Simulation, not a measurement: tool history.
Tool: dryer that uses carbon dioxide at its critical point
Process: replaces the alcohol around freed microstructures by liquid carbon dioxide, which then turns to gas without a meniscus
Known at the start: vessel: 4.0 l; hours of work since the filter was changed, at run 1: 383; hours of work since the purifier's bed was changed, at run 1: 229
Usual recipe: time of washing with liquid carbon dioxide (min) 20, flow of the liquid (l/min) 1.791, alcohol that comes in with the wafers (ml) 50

| run | day | time of washing with liquid carbon dioxide (min) | flow of the liquid (l/min) | alcohol that comes in with the wafers (ml) | hours of work since the filter was changed | hours of work since the purifier's bed was changed | alcohol left in the vessel before it's heated (ppm by volume) |
|---|---|---|---|---|---|---|---|
| 1 | 0.000 | 20 | 1.791 | 50 | 383 | 229 | 108 |
| 2 | 0.962 | 20 | 1.791 | 50 | 394 | 240 | 108 |
| 3 | 2.229 | 20 | 1.791 | 94 | 408 | 254 | 144 |
| 4 | 4.542 | 20 | 1.540 | 94 | 434 | 280 | 223 |
| 5 | 5.542 | 20 | 1.540 | 94 | 445 | 291 | 229 |
| 6 | 6.954 | 20 | 1.540 | 94 | 461 | 307 | 228 |
| 7 | 7.971 | 20 | 1.790 | 94 | 473 | 318 | 165 |
| 8 | 9.504 | 20 | 1.790 | 33 | 490 | 335 | 148 |
| 9 | 10.792 | 20 | 1.790 | 33 | 504 | 350 | 145 |
| 10 | 13.012 | 20 | 1.791 | 29 | 529 | 375 | 156 |
|  | 14.683 | inlet filter changed |
| 11 | 14.683 | 20 | 1.791 | 29 | 0 | 393 | 154 |
| 12 | 16.862 | 20 | 1.791 | 109 | 24 | 417 | 178 |
| 13 | 18.675 | 20 | 1.791 | 109 | 45 | 437 | 190 |
| 14 | 20.508 | 20 | 1.791 | 50 | 65 | 458 | 179 |
| 15 | 22.092 | 20 | 1.791 | 50 | 83 | 476 | 175 |
| 16 | 24.171 | 20 | 1.791 | 50 | 106 | 499 | 198 |
| 17 | 25.254 | 20 | 1.791 | 29 | 118 | 511 | 196 |
| 18 | 27.279 | 20 | 1.791 | 29 | 141 | 534 | 203 |
| 19 | 28.962 | 20 | 1.791 | 29 | 160 | 552 | 207 |
| 20 | 30.183 | 20 | 1.791 | 29 | 173 | 566 | 208 |
| 21 | 32.129 | 20 | 1.791 | 29 | 195 | 588 | 223 |
| 22 | 33.346 | 20 | 1.791 | 81 | 209 | 601 | 249 |
| 23 | 34.371 | 20 | 1.791 | 50 | 220 | 613 | 244 |
|  | 36.046 | purifier's bed changed |
| 24 | 36.229 | 13 | 1.150 | 55 | 240 | 2 | 1020 |
| 25 | 37.371 | 15 | 1.791 | 36 | 252 | 15 | 82 |
| 26 | 39.167 | 15 | 1.791 | 36 | 272 | 35 | 87 |
| 27 | 40.767 | 15 | 1.791 | 36 | 290 | 53 | 100 |
| 28 | 42.412 | 15 | 1.791 | 36 | 309 | 71 | 108 |
| 29 | 43.742 | 20 | 1.970 | 50 | 324 | 86 | 50 |
| 30 | 44.746 | 20 | 1.160 | 43 | 335 | 97 | 245 |
| 31 | 46.254 | 12 | 1.791 | 82 | 352 | 114 | 533 |
| 32 | 47.950 | 29 | 1.300 | 24 | 371 | 133 | 53 |
| 33 | 50.217 | 20 | 2.980 | 52 | 396 | 158 | 69 |
| 34 | 51.383 | 17 | 1.790 | 28 | 409 | 172 | 110 |
| 35 | 53.562 | 23 | 1.350 | 50 | 433 | 196 | 132 |
| 36 | 55.392 | 23 | 1.350 | 50 | 454 | 216 | 144 |
| 37 | 56.454 | 23 | 1.350 | 50 | 466 | 228 | 158 |
| 38 | 58.129 | 23 | 1.350 | 50 | 485 | 247 | 162 |
| 39 | 60.258 | 22 | 1.380 | 108 | 508 | 271 | 270 |
| 40 | 61.554 | 22 | 1.380 | 108 | 523 | 285 | 281 |
| 41 | 62.583 | 15 | 2.010 | 84 | 534 | 297 | 228 |
|  | 63.808 | inlet filter changed |
| 42 | 64.062 | 21 | 1.570 | 84 | 3 | 313 | 163 |
| 43 | 65.067 | 21 | 1.570 | 84 | 14 | 324 | 158 |

What will run 44 give?
| 44 | 66.183 | 14 | 1.570 | 84 | 27 | 337 | ? |

Run 44 came out at alcohol left in the vessel before it's heated (ppm by volume) 484.
If the tool had no hidden condition, the same run with the same run-to-run variation would have returned alcohol left in the vessel before it's heated (ppm by volume) 350.

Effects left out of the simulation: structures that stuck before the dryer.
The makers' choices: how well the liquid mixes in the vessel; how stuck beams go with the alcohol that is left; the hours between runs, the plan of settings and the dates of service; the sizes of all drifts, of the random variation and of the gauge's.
